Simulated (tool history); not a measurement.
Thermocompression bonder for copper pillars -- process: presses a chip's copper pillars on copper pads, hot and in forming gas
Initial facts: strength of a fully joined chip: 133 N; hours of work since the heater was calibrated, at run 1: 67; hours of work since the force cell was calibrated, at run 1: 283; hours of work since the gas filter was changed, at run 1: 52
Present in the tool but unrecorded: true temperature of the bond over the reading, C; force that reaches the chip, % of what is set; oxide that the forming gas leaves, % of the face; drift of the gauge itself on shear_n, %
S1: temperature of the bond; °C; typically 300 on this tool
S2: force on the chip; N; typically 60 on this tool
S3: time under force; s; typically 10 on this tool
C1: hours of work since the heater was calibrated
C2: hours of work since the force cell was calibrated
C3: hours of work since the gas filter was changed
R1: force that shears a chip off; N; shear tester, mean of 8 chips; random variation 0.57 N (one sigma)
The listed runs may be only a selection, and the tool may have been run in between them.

run,hour,S1,S2,S3,C1,C2,C3,R1
1,0,300,60,10,67,283,52,80.1
2,21.6,300,44,10,80,296,65,61.2
3,40.7,300,60,10,92,307,77,80.2
4,53.4,319,60,10,99,315,84,94.9
5,67.7,292,60,10,108,323,93,72.5
6,90.6,300,60,11,122,337,107,80.1
7,108.4,300,60,11,133,348,118,80
8,121.7,276,60,11,141,356,126,60.8
9,143,311,60,11,154,369,138,90.4
10,160.4,311,60,11,164,379,149,89.6
11,174.9,309,60,10,173,388,158,86.1
12,185.1,309,60,10,179,394,164,85.3
13,200.4,300,60,10,188,404,173,78
14,218.2,300,60,10,199,414,184,77.5
15,231.1,300,60,10,207,422,192,76.7
16,243.7,300,80,10,215,430,199,92.7
17,255.1,300,80,10,221,437,206,93.2
18,275.8,300,80,10,234,449,219,94.4
19,285.7,300,80,10,240,455,225,93.4
20,303.8,300,80,10,251,466,236,93.1
21,324.1,300,58,23,263,478,248,93.6
22,340.1,300,58,23,273,488,258,92.7
23,356.5,300,60,26,283,498,268,97.3
24,377.5,300,77,8,295,511,280,83.9
25,396.8,300,67,11,307,522,292,83.6
26,407,300,67,11,313,529,298,83.4
27,422.4,279,65,11,323,538,307,63.2
28,438.9,298,63,29,333,548,317,98.9
29,458.3,298,70,29,344,560,329,103.3
30,477.7,277,52,14,356,571,341,54.3
31,498.5,300,39,10,369,584,353,50
32,509.2,300,39,10,375,590,360,49.3
33,528.6,285,41,9,387,602,372,40.5
34,540.2,288,52,9,394,609,379,53.4
35,553,310,60,10,402,617,386,80.5
36,573.9,299,74,10,414,629,399,82.7
37,593.2,299,74,10,426,641,411,82.8
38,612.4,300,60,11,437,653,422,74.3
39,635.5,300,42,6,451,667,436,42.7
40,645.5,284,42,6,457,673,442,32.9

4 options for the next run, each taken on its own from the tool as it stands now. Forecast them:
# hour 659.2: forming gas filter changed
A,667.1,275,39,16,470,686,5,?
# hour 659.2: forming gas filter changed
B,667.1,284,69,6,470,686,5,?
# hour 659.2: forming gas filter changed
C,667.1,292,75,11,470,686,5,?
# hour 659.2: forming gas filter changed
D,667.1,275,43,18,470,686,5,?

run,R1
A,42.4
B,58.4
C,84.8
D,49
Take away the tool's hidden state, keep each run's random variation, and the runs would have read:
run,R1
A,46.4
B,63.2
C,89.9
D,53.4
